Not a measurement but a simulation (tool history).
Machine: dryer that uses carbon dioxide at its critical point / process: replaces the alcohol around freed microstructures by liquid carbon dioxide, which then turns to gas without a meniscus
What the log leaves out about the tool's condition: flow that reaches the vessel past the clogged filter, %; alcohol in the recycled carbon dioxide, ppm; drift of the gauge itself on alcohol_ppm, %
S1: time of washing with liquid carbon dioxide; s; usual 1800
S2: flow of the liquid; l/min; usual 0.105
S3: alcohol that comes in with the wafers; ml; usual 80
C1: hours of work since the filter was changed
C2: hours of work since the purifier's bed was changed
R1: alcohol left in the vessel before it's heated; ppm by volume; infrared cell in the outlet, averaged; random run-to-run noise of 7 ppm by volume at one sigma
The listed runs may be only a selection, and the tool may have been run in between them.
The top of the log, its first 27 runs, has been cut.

Run 28, hour 659.9: usual settings but S1 1860 s, S2 0.172 l/min, S3 48 ml; C1 326; C2 385. Result: R1 74 ppm by volume.
Run 29, hour 692.1: usual settings but S1 1080 s, S2 0.089 l/min; C1 345; C2 404. Result: R1 9125 ppm by volume.
Run 30, hour 721.1: usual settings but S1 1080 s, S2 0.089 l/min; C1 361; C2 421. Result: R1 9327 ppm by volume.
Run 31, hour 735.1: usual settings but S1 1080 s, S2 0.089 l/min; C1 370; C2 429. Result: R1 9104 ppm by volume.
Run 32, hour 760.2: usual settings but S2 0.133 l/min; C1 384; C2 444. Result: R1 179 ppm by volume.
Run 33, hour 793.3: usual settings but S2 0.133 l/min; C1 403; C2 463. Result: R1 182 ppm by volume.
Run 34, hour 821.0: usual settings but S1 2820 s, S2 0.075 l/min, S3 93 ml; C1 420; C2 479. Result: R1 478 ppm by volume.
Run 35, hour 839.1: usual settings but S2 0.068 l/min; C1 430; C2 489. Result: R1 4761 ppm by volume.
Run 36, hour 859.0: usual settings but S2 0.067 l/min, S3 20 ml; C1 442; C2 501. Result: R1 1331 ppm by volume.
Run 37, hour 873.2: usual settings but S2 0.067 l/min, S3 20 ml; C1 450; C2 509. Result: R1 1340 ppm by volume.
Run 38, hour 898.3: usual settings but S2 0.067 l/min, S3 20 ml; C1 464; C2 524. Result: R1 1318 ppm by volume.
Run 39, hour 916.7: usual settings but S2 0.067 l/min, S3 20 ml; C1 475; C2 534. Result: R1 1361 ppm by volume.
Run 40, hour 948.4: usual settings but S1 1140 s, S2 0.122 l/min, S3 37 ml; C1 494; C2 553. Result: R1 1291 ppm by volume.
At hour 963.4: inlet filter changed.
Run 41, hour 984.1: usual settings but S1 1680 s, S2 0.141 l/min; C1 12; C2 573. Result: R1 147 ppm by volume.

Predict the results of run 42:
Run 42, hour 998.5: usual settings but S1 1680 s, S2 0.141 l/min; C1 20; C2 581. Result: R1 ?.

Logged for run 42: R1 151 ppm by volume.
With the hidden condition absent and the run-to-run variation left alone, this run would have shown R1 60 ppm by volume.
